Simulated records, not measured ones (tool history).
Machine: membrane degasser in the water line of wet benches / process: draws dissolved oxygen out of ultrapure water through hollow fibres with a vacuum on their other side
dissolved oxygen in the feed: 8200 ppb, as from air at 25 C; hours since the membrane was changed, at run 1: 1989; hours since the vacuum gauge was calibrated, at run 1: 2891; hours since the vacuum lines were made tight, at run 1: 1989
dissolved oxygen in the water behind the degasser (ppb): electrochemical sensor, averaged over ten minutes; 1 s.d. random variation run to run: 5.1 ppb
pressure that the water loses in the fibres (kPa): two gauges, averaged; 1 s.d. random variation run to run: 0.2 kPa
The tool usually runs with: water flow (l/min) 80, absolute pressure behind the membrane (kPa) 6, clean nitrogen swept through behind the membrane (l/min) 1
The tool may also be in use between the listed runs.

run    hour  water flow (l/min)  absolute pressure behind the membrane (kPa)  clean nitrogen swept through behind the membrane (l/min)  hours since the membrane was changed  hours since the vacuum gauge was calibrated  hours since the vacuum lines were made tight  dissolved oxygen in the water behind the degasser (ppb)  pressure that the water loses in the fibres (kPa)
  1       0                  80                                            6                                                         1                                  1989                                         2891                                          1989                                                    563.4                                               42.5
  2    70.3                  80                                            6                                                         1                                  2060                                         2961                                          2060                                                    558.1                                              42.49
  3   115.3                  80                                            6                                                         1                                  2105                                         3006                                          2105                                                    569.5                                              42.38
  4   165.8                  80                                            6                                                         1                                  2155                                         3056                                          2155                                                    561.8                                              43.04
  5   216.3                  80                                            6                                                         1                                  2206                                         3107                                          2206                                                    566.5                                              43.23
  6     263                  55                                            6                                                         1                                  2252                                         3154                                          2252                                                    360.9                                              29.13
  7   320.8                  55                                            6                                                         1                                  2310                                         3211                                          2310                                                    366.9                                              29.45
  8   386.1                  55                                            6                                                         1                                  2375                                         3277                                          2375                                                    366.2                                              29.42
  9   425.3                  80                                            6                                                         1                                  2414                                         3316                                          2414                                                    567.4                                              42.74
 10   486.1                  80                                            6                                                         1                                  2475                                         3377                                          2475                                                      572                                              42.88
 11   523.6                  80                                            6                                                      1.17                                  2513                                         3414                                          2513                                                    524.4                                              42.21
 12   596.5                  80                                            6                                                      1.17                                  2586                                         3487                                          2586                                                      531                                              42.99
 13   639.9                  80                                            6                                                      1.17                                  2629                                         3531                                          2629                                                    530.5                                              42.75
 14   710.4                  80                                            6                                                         1                                  2700                                         3601                                          2700                                                    573.2                                              42.66
 15   752.3                  80                                        12.39                                                         1                                  2742                                         3643                                          2742                                                   1265.3                                              42.51
 16   813.6                  80                                        12.39                                                         1                                  2803                                         3704                                          2803                                                   1290.2                                              42.88
 17   874.6                  92                                         7.94                                                      1.98                                  2864                                         3765                                          2864                                                    675.3                                              49.16
 18   906.9                  92                                         7.94                                                      1.98                                  2896                                         3797                                          2896                                                    686.2                                              49.56
 19   951.1                  92                                          6.1                                                       1.5                                  2940                                         3842                                          2940                                                    602.2                                              49.46
 20  1022.7                  69                                          6.1                                                       1.5                                  3012                                         3913                                          3012                                                    401.9                                              37.33
 21  1061.1                 104                                        10.99                                                      1.67                                  3050                                         3952                                          3050                                                   1116.2                                              55.78
 22    1133                  66                                        10.99                                                      0.69                                  3122                                         4024                                          3122                                                   1226.4                                              35.49
 23  1176.8                  66                                        10.99                                                      0.69                                  3166                                         4067                                          3166                                                   1196.3                                               35.4

Expected results for the next run?
 24  1232.9                  71                                         10.1                                                      0.69                                  3222                                         4123                                          3222                                                        ?                                                  ?

dissolved oxygen in the water behind the degasser (ppb): 1141.3
pressure that the water loses in the fibres (kPa): 38.28
On a tool with no hidden condition, and with the same random variation, this run would have come out at dissolved oxygen in the water behind the degasser (ppb) 1067.8, pressure that the water loses in the fibres (kPa) 37.35.
